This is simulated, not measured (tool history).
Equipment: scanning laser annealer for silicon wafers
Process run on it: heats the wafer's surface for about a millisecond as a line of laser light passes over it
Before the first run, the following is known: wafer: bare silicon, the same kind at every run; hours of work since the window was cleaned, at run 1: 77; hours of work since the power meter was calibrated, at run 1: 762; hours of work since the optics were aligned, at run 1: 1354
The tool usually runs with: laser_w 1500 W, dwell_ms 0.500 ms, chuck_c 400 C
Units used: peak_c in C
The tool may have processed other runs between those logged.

| run | hour | laser_w | dwell_ms | chuck_c | hours of work since the window was cleaned | hours of work since the power meter was calibrated | hours of work since the optics were aligned | peak_c |
|---|---|---|---|---|---|---|---|---|
| 1 | 0.0 | 1500 | 0.500 | 400 | 77 | 762 | 1354 | 1095 |
| 2 | 35.1 | 1500 | 0.500 | 400 | 99 | 783 | 1375 | 1090 |
| 3 | 52.7 | 1500 | 0.564 | 400 | 110 | 794 | 1386 | 1138 |
| 4 | 68.8 | 1500 | 0.482 | 400 | 119 | 804 | 1396 | 1080 |
| 5 | 104.2 | 1500 | 0.482 | 400 | 141 | 826 | 1418 | 1080 |
| 6 | 134.5 | 1500 | 0.500 | 400 | 160 | 844 | 1436 | 1087 |
| 7 | 166.6 | 1500 | 0.500 | 400 | 179 | 864 | 1456 | 1088 |
| 8 | 190.7 | 1420 | 0.418 | 398 | 194 | 878 | 1470 | 992 |
| 9 | 222.6 | 1562 | 0.500 | 391 | 213 | 898 | 1490 | 1101 |
|  | 227.9 | laser's power meter calibrated |
| 10 | 263.1 | 1562 | 0.582 | 391 | 236 | 21 | 1513 | 1157 |
| 11 | 295.3 | 1510 | 0.434 | 400 | 256 | 41 | 1532 | 1035 |
| 12 | 333.6 | 1586 | 0.499 | 400 | 279 | 64 | 1556 | 1111 |
| 13 | 353.9 | 1564 | 0.500 | 379 | 292 | 77 | 1568 | 1086 |

Results per run with the tool's hidden condition removed, run-to-run variation unchanged:
Hidden state at play: light that passes the window, % of a clean one's; laser's true power over the reading, %; width of the line over the set one, %; drift of the gauge itself on peak_c, C.
| run | peak_c |
|---|---|
| 1 | 1118 |
| 2 | 1115 |
| 3 | 1165 |
| 4 | 1106 |
| 5 | 1108 |
| 6 | 1117 |
| 7 | 1119 |
| 8 | 1020 |
| 9 | 1136 |
| 10 | 1199 |
| 11 | 1071 |
| 12 | 1155 |
| 13 | 1131 |
